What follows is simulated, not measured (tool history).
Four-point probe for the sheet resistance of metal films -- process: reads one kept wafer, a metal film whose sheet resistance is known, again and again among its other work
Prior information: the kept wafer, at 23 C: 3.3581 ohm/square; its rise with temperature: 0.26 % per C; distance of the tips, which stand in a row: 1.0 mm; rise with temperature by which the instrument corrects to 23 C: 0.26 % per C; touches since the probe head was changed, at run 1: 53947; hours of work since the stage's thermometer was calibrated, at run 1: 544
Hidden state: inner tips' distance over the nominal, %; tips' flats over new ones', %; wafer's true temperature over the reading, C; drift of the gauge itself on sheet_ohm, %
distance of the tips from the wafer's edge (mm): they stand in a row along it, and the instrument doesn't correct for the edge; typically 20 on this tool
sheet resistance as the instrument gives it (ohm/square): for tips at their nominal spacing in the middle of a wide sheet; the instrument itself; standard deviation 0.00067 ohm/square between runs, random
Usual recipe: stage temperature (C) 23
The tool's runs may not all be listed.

run,hour,stage temperature (C),distance of the tips from the wafer's edge (mm),touches since the probe head was changed,hours of work since the stage's thermometer was calibrated,sheet resistance as the instrument gives it (ohm/square)
1,0,23,20,53947,544,3.398821
2,26.5,23,33,54644,556,3.395369
3,60.1,23,33,55532,572,3.396527
4,75.2,23,33,55930,579,3.396752
5,95.8,23,33,56473,588,3.396402
6,124.9,23,33,57241,602,3.397594
7,152.7,23,6,57973,614,3.445928
8,178.2,34,20,58644,626,3.400544
9,209.1,29,20,59461,640,3.400574
10,227.3,29,20,59939,649,3.401496
11,251.1,29,20,60567,660,3.40189
12,280,29,20,61328,673,3.402128
# hour 298.5: new probe head fitted
13,306.7,29,20,215,685,3.349372
14,337.7,29,20,1034,699,3.348412
15,364.7,29,20,1745,711,3.34958
16,399.4,29,20,2660,727,3.349228
17,415.1,23,20,3072,734,3.349232
18,450.8,23,20,4015,751,3.350963
19,467.5,23,20,4456,759,3.351328
20,497.2,23,20,5238,772,3.352221
21,513.7,28,20,5673,780,3.35056
22,539.1,28,20,6343,791,3.350637
23,559.8,28,20,6889,801,3.351644
24,580,28,20,7420,810,3.351572
25,595.7,35,20,7835,817,3.352243
26,614.5,35,20,8332,826,3.351988
27,638.1,27,5,8951,837,3.418411
# hour 641.2: stage's thermometer calibrated
28,655.9,19,74,9407,7,3.348558
29,688.1,33,4,10257,22,3.456188
30,721.5,33,4,11139,37,3.458749
31,755.3,33,4,12028,52,3.458026
32,772.3,24,5,12478,60,3.419007
33,794.4,24,5,13060,70,3.420391
# hour 799.8: stage's thermometer calibrated, once more
34,813.4,28,73,13549,6,3.351291
35,839.5,28,73,14237,18,3.352823
36,869.7,26,31,15032,32,3.354556
37,888.6,27,13,15530,41,3.363501
38,919.2,27,13,16338,55,3.362796
39,938.5,28,13,16846,64,3.364649
40,973.1,25,71,17759,80,3.352957
41,990.8,25,71,18225,88,3.35354
42,1022.5,28,6,19061,102,3.403113
43,1041.6,31,10,19565,111,3.371903
44,1056.3,18,4,19952,118,3.46302
45,1086.9,18,4,20759,132,3.464263

Describe how what the log doesn't record of the tool's condition differs between the last listed run preceding each entry between runs and the first listed run following it.
Logged between run 12 and run 13: new probe head fitted (hour 298.5)
  inner tips' distance over the nominal, %: 1.115 -> -0.352; tips' flats over new ones', %: 105 -> 0; wafer's true temperature over the reading, C: -0.13 -> -0.14
  measured value less the no-hidden-state value, sheet resistance as the instrument gives it (ohm/square): +0.039482 -> -0.013952
Logged between run 27 and run 28: stage's thermometer calibrated (hour 641.2)
  inner tips' distance over the nominal, %: -0.235 -> -0.229; tips' flats over new ones', %: 15 -> 16; wafer's true temperature over the reading, C: -0.16 -> -0.21
  measured value less the no-hidden-state value, sheet resistance as the instrument gives it (ohm/square): -0.010046 -> -0.010105
Logged between run 33 and run 34: stage's thermometer calibrated, once more (hour 799.8)
  inner tips' distance over the nominal, %: -0.179 -> -0.173; wafer's true temperature over the reading, C: -0.22 -> -0.03
  measured value less the no-hidden-state value, sheet resistance as the instrument gives it (ohm/square): -0.008498 -> -0.006529
